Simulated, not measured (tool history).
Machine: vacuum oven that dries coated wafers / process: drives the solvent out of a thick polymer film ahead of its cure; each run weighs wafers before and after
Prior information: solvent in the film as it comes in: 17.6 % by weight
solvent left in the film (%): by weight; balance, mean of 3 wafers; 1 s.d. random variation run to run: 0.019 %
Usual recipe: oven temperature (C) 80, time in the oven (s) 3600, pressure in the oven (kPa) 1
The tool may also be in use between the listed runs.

{"run": 1, "hour": 0.0, "oven temperature (C)": 80, "time in the oven (s)": 3600, "pressure in the oven (kPa)": 1, "solvent left in the film (%)": 2.43}
{"run": 2, "hour": 82.8, "oven temperature (C)": 80, "time in the oven (s)": 3600, "pressure in the oven (kPa)": 1, "solvent left in the film (%)": 2.42}
{"run": 3, "hour": 146.0, "oven temperature (C)": 80, "time in the oven (s)": 3600, "pressure in the oven (kPa)": 1, "solvent left in the film (%)": 2.43}
{"run": 4, "hour": 240.0, "oven temperature (C)": 80, "time in the oven (s)": 3600, "pressure in the oven (kPa)": 1, "solvent left in the film (%)": 2.4}
{"hour": 310.4, "done": "oven's thermocouples calibrated"}
{"run": 5, "hour": 354.6, "oven temperature (C)": 80, "time in the oven (s)": 3600, "pressure in the oven (kPa)": 1, "solvent left in the film (%)": 2.75}
{"run": 6, "hour": 452.3, "oven temperature (C)": 80, "time in the oven (s)": 3600, "pressure in the oven (kPa)": 1, "solvent left in the film (%)": 2.74}
{"run": 7, "hour": 580.4, "oven temperature (C)": 80, "time in the oven (s)": 3600, "pressure in the oven (kPa)": 1, "solvent left in the film (%)": 2.77}
{"run": 8, "hour": 680.3, "oven temperature (C)": 80, "time in the oven (s)": 3600, "pressure in the oven (kPa)": 1, "solvent left in the film (%)": 2.67}
{"run": 9, "hour": 795.1, "oven temperature (C)": 80, "time in the oven (s)": 3600, "pressure in the oven (kPa)": 1, "solvent left in the film (%)": 2.69}
{"run": 10, "hour": 901.5, "oven temperature (C)": 80, "time in the oven (s)": 3600, "pressure in the oven (kPa)": 1.48, "solvent left in the film (%)": 3.01}
{"run": 11, "hour": 970.0, "oven temperature (C)": 80, "time in the oven (s)": 5040, "pressure in the oven (kPa)": 1, "solvent left in the film (%)": 1.74}
{"run": 12, "hour": 1090.4, "oven temperature (C)": 83, "time in the oven (s)": 3600, "pressure in the oven (kPa)": 1, "solvent left in the film (%)": 1.95}
{"run": 13, "hour": 1216.3, "oven temperature (C)": 83, "time in the oven (s)": 3600, "pressure in the oven (kPa)": 1, "solvent left in the film (%)": 1.9}
{"run": 14, "hour": 1337.0, "oven temperature (C)": 83, "time in the oven (s)": 3600, "pressure in the oven (kPa)": 1, "solvent left in the film (%)": 1.9}
{"run": 15, "hour": 1447.0, "oven temperature (C)": 83, "time in the oven (s)": 3600, "pressure in the oven (kPa)": 1, "solvent left in the film (%)": 1.91}
{"run": 16, "hour": 1511.0, "oven temperature (C)": 83, "time in the oven (s)": 3600, "pressure in the oven (kPa)": 1, "solvent left in the film (%)": 1.94}
{"run": 17, "hour": 1627.7, "oven temperature (C)": 83, "time in the oven (s)": 3600, "pressure in the oven (kPa)": 1, "solvent left in the film (%)": 1.91}
{"hour": 1677.5, "done": "vacuum gauge cleaned of residue and calibrated"}
{"run": 18, "hour": 1687.8, "oven temperature (C)": 83, "time in the oven (s)": 3600, "pressure in the oven (kPa)": 1, "solvent left in the film (%)": 1.99}
{"run": 19, "hour": 1753.2, "oven temperature (C)": 83, "time in the oven (s)": 3600, "pressure in the oven (kPa)": 1, "solvent left in the film (%)": 1.97}
{"hour": 1767.7, "done": "oven's thermocouples calibrated"}
{"run": 20, "hour": 1867.7, "oven temperature (C)": 80, "time in the oven (s)": 3600, "pressure in the oven (kPa)": 1.23, "solvent left in the film (%)": 3.3}
{"run": 21, "hour": 1976.4, "oven temperature (C)": 80, "time in the oven (s)": 3600, "pressure in the oven (kPa)": 1.23, "solvent left in the film (%)": 3.32}
{"run": 22, "hour": 2032.9, "oven temperature (C)": 80, "time in the oven (s)": 3600, "pressure in the oven (kPa)": 1, "solvent left in the film (%)": 3.1}
{"hour": 2042.2, "done": "vacuum gauge cleaned of residue and calibrated, once more"}
{"run": 23, "hour": 2144.5, "oven temperature (C)": 80, "time in the oven (s)": 3600, "pressure in the oven (kPa)": 1, "solvent left in the film (%)": 2.6}
{"run": 24, "hour": 2274.0, "oven temperature (C)": 80, "time in the oven (s)": 4620, "pressure in the oven (kPa)": 1, "solvent left in the film (%)": 1.8}
{"run": 25, "hour": 2384.1, "oven temperature (C)": 80, "time in the oven (s)": 2100, "pressure in the oven (kPa)": 1, "solvent left in the film (%)": 4.85}
{"run": 26, "hour": 2476.0, "oven temperature (C)": 80, "time in the oven (s)": 5280, "pressure in the oven (kPa)": 1.02, "solvent left in the film (%)": 1.52}
{"run": 27, "hour": 2534.5, "oven temperature (C)": 88, "time in the oven (s)": 3600, "pressure in the oven (kPa)": 3.18, "solvent left in the film (%)": 2.31}
{"run": 28, "hour": 2638.5, "oven temperature (C)": 75, "time in the oven (s)": 5880, "pressure in the oven (kPa)": 0.52, "solvent left in the film (%)": 1.78}
{"run": 29, "hour": 2749.6, "oven temperature (C)": 85, "time in the oven (s)": 1920, "pressure in the oven (kPa)": 2.28, "solvent left in the film (%)": 4.21}
{"run": 30, "hour": 2812.4, "oven temperature (C)": 85, "time in the oven (s)": 1920, "pressure in the oven (kPa)": 2.28, "solvent left in the film (%)": 4.24}
{"run": 31, "hour": 2875.1, "oven temperature (C)": 93, "time in the oven (s)": 3300, "pressure in the oven (kPa)": 0.86, "solvent left in the film (%)": 0.64}
{"run": 32, "hour": 2994.6, "oven temperature (C)": 89, "time in the oven (s)": 5580, "pressure in the oven (kPa)": 1.79, "solvent left in the film (%)": 1.12}
{"run": 33, "hour": 3104.7, "oven temperature (C)": 80, "time in the oven (s)": 2460, "pressure in the oven (kPa)": 2.09, "solvent left in the film (%)": 4.61}
{"run": 34, "hour": 3206.9, "oven temperature (C)": 80, "time in the oven (s)": 2460, "pressure in the oven (kPa)": 2.09, "solvent left in the film (%)": 4.58}
{"hour": 3227.0, "done": "oven's thermocouples calibrated"}
{"run": 35, "hour": 3300.9, "oven temperature (C)": 93, "time in the oven (s)": 2460, "pressure in the oven (kPa)": 2.09, "solvent left in the film (%)": 1.77}
{"run": 36, "hour": 3373.0, "oven temperature (C)": 93, "time in the oven (s)": 2460, "pressure in the oven (kPa)": 2.09, "solvent left in the film (%)": 1.8}
{"run": 37, "hour": 3492.1, "oven temperature (C)": 82, "time in the oven (s)": 2880, "pressure in the oven (kPa)": 1.95, "solvent left in the film (%)": 3.81}
{"run": 38, "hour": 3613.2, "oven temperature (C)": 82, "time in the oven (s)": 5160, "pressure in the oven (kPa)": 0.68, "solvent left in the film (%)": 1.26}
{"run": 39, "hour": 3710.7, "oven temperature (C)": 82, "time in the oven (s)": 2100, "pressure in the oven (kPa)": 0.68, "solvent left in the film (%)": 4.34}
{"run": 40, "hour": 3775.7, "oven temperature (C)": 68, "time in the oven (s)": 3000, "pressure in the oven (kPa)": 1.42, "solvent left in the film (%)": 8.31}
{"run": 41, "hour": 3874.4, "oven temperature (C)": 82, "time in the oven (s)": 3960, "pressure in the oven (kPa)": 3.22, "solvent left in the film (%)": 3.61}
{"run": 42, "hour": 3948.9, "oven temperature (C)": 77, "time in the oven (s)": 3960, "pressure in the oven (kPa)": 3.22, "solvent left in the film (%)": 5.15}
{"run": 43, "hour": 4002.5, "oven temperature (C)": 82, "time in the oven (s)": 3120, "pressure in the oven (kPa)": 2.32, "solvent left in the film (%)": 3.67}
{"run": 44, "hour": 4070.5, "oven temperature (C)": 72, "time in the oven (s)": 4320, "pressure in the oven (kPa)": 1.11, "solvent left in the film (%)": 4.71}
{"run": 45, "hour": 4188.2, "oven temperature (C)": 72, "time in the oven (s)": 4320, "pressure in the oven (kPa)": 1.11, "solvent left in the film (%)": 4.68}

Measured less the same run without the tool's hidden state. The same run-to-run variation is in both; the gauge's scatter may not be:
Unlogged tool condition in this case: true wafer temperature over the reading, C; true pressure over the reading, kPa; drift of the gauge itself on solvent_pct, %.
run=1 solvent_left_in_the_film_(%)=-0.26
run=2 solvent_left_in_the_film_(%)=-0.27
run=3 solvent_left_in_the_film_(%)=-0.28
run=4 solvent_left_in_the_film_(%)=-0.3
run=5 solvent_left_in_the_film_(%)=+0.07
run=6 solvent_left_in_the_film_(%)=+0.05
run=7 solvent_left_in_the_film_(%)=+0.03
run=8 solvent_left_in_the_film_(%)=+0.01
run=9 solvent_left_in_the_film_(%)=-0.01
run=10 solvent_left_in_the_film_(%)=-0.04
run=11 solvent_left_in_the_film_(%)=+0.07
run=12 solvent_left_in_the_film_(%)=-0.01
run=13 solvent_left_in_the_film_(%)=-0.03
run=14 solvent_left_in_the_film_(%)=-0.03
run=15 solvent_left_in_the_film_(%)=-0.04
run=16 solvent_left_in_the_film_(%)=-0.05
run=17 solvent_left_in_the_film_(%)=-0.05
run=18 solvent_left_in_the_film_(%)=+0.02
run=19 solvent_left_in_the_film_(%)=+0.01
run=20 solvent_left_in_the_film_(%)=+0.45
run=21 solvent_left_in_the_film_(%)=+0.44
run=22 solvent_left_in_the_film_(%)=+0.42
run=23 solvent_left_in_the_film_(%)=-0.11
run=24 solvent_left_in_the_film_(%)=-0.09
run=25 solvent_left_in_the_film_(%)=-0.22
run=26 solvent_left_in_the_film_(%)=-0.08
run=27 solvent_left_in_the_film_(%)=-0.09
run=28 solvent_left_in_the_film_(%)=-0.13
run=29 solvent_left_in_the_film_(%)=-0.3
run=30 solvent_left_in_the_film_(%)=-0.32
run=31 solvent_left_in_the_film_(%)=-0.01
run=32 solvent_left_in_the_film_(%)=+0.02
run=33 solvent_left_in_the_film_(%)=-0.41
run=34 solvent_left_in_the_film_(%)=-0.44
run=35 solvent_left_in_the_film_(%)=+0.15
run=36 solvent_left_in_the_film_(%)=+0.14
run=37 solvent_left_in_the_film_(%)=+0.18
run=38 solvent_left_in_the_film_(%)=+0.21
run=39 solvent_left_in_the_film_(%)=+0.1
run=40 solvent_left_in_the_film_(%)=+0.15
run=41 solvent_left_in_the_film_(%)=+0.14
run=42 solvent_left_in_the_film_(%)=+0.12
run=43 solvent_left_in_the_film_(%)=+0.08
run=44 solvent_left_in_the_film_(%)=+0.12
run=45 solvent_left_in_the_film_(%)=+0.09

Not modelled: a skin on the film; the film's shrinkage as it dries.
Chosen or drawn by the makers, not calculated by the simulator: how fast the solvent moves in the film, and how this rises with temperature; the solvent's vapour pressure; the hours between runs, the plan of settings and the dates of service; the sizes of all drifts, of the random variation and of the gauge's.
